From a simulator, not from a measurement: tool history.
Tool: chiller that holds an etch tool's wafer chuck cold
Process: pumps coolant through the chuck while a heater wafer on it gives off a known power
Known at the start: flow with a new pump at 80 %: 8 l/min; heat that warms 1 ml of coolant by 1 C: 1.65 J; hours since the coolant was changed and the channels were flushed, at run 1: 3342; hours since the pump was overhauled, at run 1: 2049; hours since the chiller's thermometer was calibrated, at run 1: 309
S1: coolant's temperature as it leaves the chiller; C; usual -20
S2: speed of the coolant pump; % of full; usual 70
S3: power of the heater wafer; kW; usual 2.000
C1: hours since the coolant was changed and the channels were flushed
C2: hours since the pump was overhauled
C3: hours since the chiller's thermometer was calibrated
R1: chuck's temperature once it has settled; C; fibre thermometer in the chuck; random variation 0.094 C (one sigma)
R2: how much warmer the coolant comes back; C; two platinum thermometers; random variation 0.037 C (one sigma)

run 1 hour=0.0 | S1=-20 S2=70 S3=2.000 | C1=3342 C2=2049 C3=309 | R1=-2.85 R2=10.71
run 2 hour=45.0 | S1=-20 S2=70 S3=2.000 | C1=3387 C2=2094 C3=354 | R1=-2.61 R2=10.67
run 3 hour=91.4 | S1=-20 S2=70 S3=2.000 | C1=3433 C2=2141 C3=400 | R1=-2.73 R2=10.72
run 4 hour=140.4 | S1=-20 S2=70 S3=2.000 | C1=3482 C2=2190 C3=449 | R1=-2.74 R2=10.67
run 5 hour=186.2 | S1=-20 S2=70 S3=2.000 | C1=3528 C2=2235 C3=495 | R1=-2.62 R2=10.73
run 6 hour=227.7 | S1=-20 S2=70 S3=2.000 | C1=3570 C2=2277 C3=536 | R1=-2.70 R2=10.68
run 7 hour=276.9 | S1=-20 S2=70 S3=2.000 | C1=3619 C2=2326 C3=586 | R1=-2.58 R2=10.74
run 8 hour=313.0 | S1=-20 S2=94 S3=2.000 | C1=3655 C2=2362 C3=622 | R1=-5.83 R2=7.98
run 9 hour=353.3 | S1=-20 S2=63 S3=2.000 | C1=3695 C2=2403 C3=662 | R1=-1.18 R2=11.96
run 10 hour=380.3 | S1=-20 S2=63 S3=2.000 | C1=3722 C2=2430 C3=689 | R1=-1.28 R2=11.98
run 11 hour=413.6 | S1=-20 S2=63 S3=2.000 | C1=3756 C2=2463 C3=722 | R1=-1.20 R2=11.98
run 12 hour=444.4 | S1=-20 S2=86 S3=2.000 | C1=3786 C2=2494 C3=753 | R1=-5.06 R2=8.69
run 13 hour=492.8 | S1=-20 S2=70 S3=2.472 | C1=3835 C2=2542 C3=802 | R1=1.57 R2=13.28
run 14 hour=541.4 | S1=-15 S2=70 S3=2.000 | C1=3883 C2=2591 C3=850 | R1=2.32 R2=10.87
run 15 hour=574.3 | S1=-15 S2=70 S3=2.000 | C1=3916 C2=2624 C3=883 | R1=2.52 R2=10.80
run 16 hour=607.6 | S1=-15 S2=70 S3=2.522 | C1=3950 C2=2657 C3=916 | R1=7.13 R2=13.61
run 17 hour=649.6 | S1=-15 S2=70 S3=2.522 | C1=3992 C2=2699 C3=958 | R1=7.06 R2=13.72
run 18 hour=677.1 | S1=-15 S2=70 S3=2.522 | C1=4019 C2=2726 C3=986 | R1=7.20 R2=13.62
run 19 hour=706.2 | S1=-15 S2=70 S3=2.522 | C1=4048 C2=2755 C3=1015 | R1=7.23 R2=13.70
run 20 hour=749.9 | S1=-15 S2=70 S3=2.522 | C1=4092 C2=2799 C3=1059 | R1=7.05 R2=13.57
run 21 hour=792.2 | S1=-28 S2=81 S3=1.359 | C1=4134 C2=2841 C3=1101 | R1=-17.47 R2=6.34
run 22 hour=827.6 | S1=-22 S2=70 S3=1.230 | C1=4170 C2=2877 C3=1136 | R1=-11.43 R2=6.63
run 23 hour=874.6 | S1=-22 S2=70 S3=1.230 | C1=4217 C2=2924 C3=1183 | R1=-11.34 R2=6.67
run 24 hour=897.7 | S1=-22 S2=70 S3=1.230 | C1=4240 C2=2947 C3=1206 | R1=-11.24 R2=6.62
run 25 hour=925.0 | S1=-17 S2=67 S3=1.258 | C1=4267 C2=2974 C3=1234 | R1=-5.78 R2=7.10
run 26 hour=957.1 | S1=-23 S2=70 S3=1.062 | C1=4299 C2=3006 C3=1266 | R1=-13.82 R2=5.73
run 27 hour=987.6 | S1=-14 S2=92 S3=2.226 | C1=4330 C2=3037 C3=1296 | R1=1.95 R2=9.08
run 28 hour=1041.1 | S1=-26 S2=90 S3=1.209 | C1=4383 C2=3090 C3=1350 | R1=-17.26 R2=4.98
run 29 hour=1068.1 | S1=-26 S2=90 S3=1.209 | C1=4410 C2=3117 C3=1377 | R1=-17.15 R2=5.06
run 30 hour=1099.6 | S1=-19 S2=72 S3=2.448 | C1=4442 C2=3149 C3=1408 | R1=2.23 R2=13.00
run 31 hour=1147.4 | S1=-25 S2=65 S3=2.084 | C1=4489 C2=3197 C3=1456 | R1=-5.58 R2=12.11
run 32 hour=1201.1 | S1=-25 S2=65 S3=2.084 | C1=4543 C2=3250 C3=1510 | R1=-5.72 R2=12.26

4 ways to go on from here, each from the tool as it stands after run 32. What would each give?
run A hour=1247.7 | S1=-23 S2=82 S3=2.000 | C1=4590 C2=3297 C3=1556 | R1=? R2=?
run B hour=1247.7 | S1=-20 S2=81 S3=1.810 | C1=4590 C2=3297 C3=1556 | R1=? R2=?
run C hour=1247.7 | S1=-25 S2=80 S3=2.084 | C1=4590 C2=3297 C3=1556 | R1=? R2=?
run D hour=1247.7 | S1=-13 S2=65 S3=1.159 | C1=4590 C2=3297 C3=1556 | R1=? R2=?

run=A R1=-7.29 R2=9.27
run=B R1=-5.72 R2=8.52
run=C R1=-8.15 R2=9.92
run=D R1=-2.34 R2=6.76
Without the tool's hidden state the same runs would have given:
run=A R1=-8.63 R2=8.89
run=B R1=-6.90 R2=8.18
run=C R1=-9.59 R2=9.51
run=D R1=-3.06 R2=6.48
